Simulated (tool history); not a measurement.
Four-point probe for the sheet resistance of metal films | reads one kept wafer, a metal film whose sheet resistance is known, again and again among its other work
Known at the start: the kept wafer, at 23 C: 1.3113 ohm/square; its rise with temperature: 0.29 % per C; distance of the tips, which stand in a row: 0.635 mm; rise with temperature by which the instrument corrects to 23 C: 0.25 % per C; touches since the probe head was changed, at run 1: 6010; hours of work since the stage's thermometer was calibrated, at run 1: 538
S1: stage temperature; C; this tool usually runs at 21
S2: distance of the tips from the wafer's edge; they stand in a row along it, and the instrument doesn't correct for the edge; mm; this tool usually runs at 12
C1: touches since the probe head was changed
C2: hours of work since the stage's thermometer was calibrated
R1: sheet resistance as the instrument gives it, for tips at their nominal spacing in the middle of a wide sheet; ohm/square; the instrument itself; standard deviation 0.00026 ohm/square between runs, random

| run | hour | S1 | S2 | C1 | C2 | R1 |
|---|---|---|---|---|---|---|
| 1 | 0 | 21 | 12 | 6010 | 538 | 1.310512 |
| 2 | 9 | 21 | 12 | 6239 | 544 | 1.31113 |
| 3 | 22.4 | 21 | 12 | 6579 | 552 | 1.310683 |
| 4 | 41.3 | 21 | 12 | 7060 | 563 | 1.310766 |
| 5 | 57.6 | 21 | 12 | 7474 | 573 | 1.310943 |
| 6 | 72.3 | 22 | 12 | 7849 | 581 | 1.311109 |
| 7 | 86.7 | 21 | 12 | 8214 | 590 | 1.310939 |
| 8 | 98.8 | 21 | 12 | 8521 | 597 | 1.311549 |
| 9 | 107.4 | 21 | 12 | 8739 | 602 | 1.310859 |
| 10 | 122.7 | 21 | 12 | 9128 | 612 | 1.310848 |
| 11 | 138.4 | 21 | 12 | 9527 | 621 | 1.310869 |
| 12 | 150.1 | 20 | 12 | 9826 | 628 | 1.310135 |
| 13 | 170.8 | 21 | 12 | 10352 | 640 | 1.3109 |
| 14 | 184.1 | 21 | 12 | 10688 | 648 | 1.310552 |
| 15 | 199.7 | 21 | 12 | 11086 | 658 | 1.310346 |
| 16 | 218.2 | 21 | 12 | 11557 | 669 | 1.311059 |
| 17 | 231.9 | 21 | 12 | 11905 | 677 | 1.31063 |
| 18 | 241.9 | 21 | 12 | 12158 | 683 | 1.310556 |
| 19 | 257.2 | 21 | 12 | 12547 | 692 | 1.310817 |
| 20 | 271.5 | 21 | 12 | 12909 | 700 | 1.311292 |
| 21 | 290.2 | 21 | 12 | 13386 | 712 | 1.31076 |
| 22 | 306.7 | 21 | 12 | 13806 | 721 | 1.310494 |
| 23 | 319.2 | 21 | 12 | 14123 | 729 | 1.31027 |
| 24 | 334.7 | 30 | 12 | 14516 | 738 | 1.315274 |
| 25 | 347.6 | 20 | 68 | 14846 | 746 | 1.307813 |
| 26 | 363.4 | 22 | 19 | 15247 | 755 | 1.309871 |
| 27 | 383 | 26 | 4 | 15745 | 767 | 1.328502 |
| 28 | 397.4 | 26 | 4 | 16110 | 776 | 1.328433 |
| 29 | 409 | 26 | 4 | 16405 | 783 | 1.328712 |
| 30 | 424 | 26 | 4 | 16787 | 792 | 1.328265 |
| 31 | 438 | 21 | 21 | 17141 | 800 | 1.309505 |
| 32 | 452.2 | 19 | 12 | 17502 | 808 | 1.309171 |
| 33 | 461.1 | 33 | 14 | 17730 | 814 | 1.315374 |
| 34 | 478.9 | 20 | 25 | 18182 | 824 | 1.308586 |
| 35 | 490.5 | 20 | 25 | 18477 | 831 | 1.308066 |
| 36 | 510.9 | 23 | 4 | 18995 | 843 | 1.327016 |
| 37 | 529 | 18 | 4 | 19456 | 854 | 1.324057 |
| 38 | 549.1 | 29 | 10 | 19967 | 866 | 1.314882 |
| 39 | 557.5 | 29 | 10 | 20180 | 871 | 1.314927 |
| 40 | 573.5 | 23 | 8 | 20586 | 881 | 1.313483 |
| 41 | 592.1 | 25 | 28 | 21059 | 892 | 1.310673 |
| 42 | 602 | 25 | 28 | 21310 | 898 | 1.310058 |
| 43 | 611.8 | 25 | 28 | 21559 | 904 | 1.310723 |
| 44 | 625.5 | 30 | 3 | 21908 | 912 | 1.343073 |

Hidden state or all else? Some run-to-run changes of R1, split into what the settings, what came in and random variation would give without the hidden state, and what is left for the hidden state (with any gauge scatter that isn't in both results):
What the log doesn't record here: inner tips' distance over the nominal, %; tips' flats over new ones', %; wafer's true temperature over the reading, C; drift of the gauge itself on sheet_ohm, %.
Run 30 -> 31: S1 26 -> 21, S2 4 -> 21. R1 -0.01876 ohm/square: hidden state -0.000008, all else -0.018752.
Run 33 -> 34: S1 33 -> 20, S2 14 -> 25. R1 -0.006788 ohm/square: hidden state -0.000052, all else -0.006736.
Run 35 -> 36: S1 20 -> 23, S2 25 -> 4. R1 +0.01895 ohm/square: hidden state -0.00005, all else +0.019.
Run 43 -> 44: S1 25 -> 30, S2 28 -> 3. R1 +0.03235 ohm/square: hidden state -0.000055, all else +0.032405.
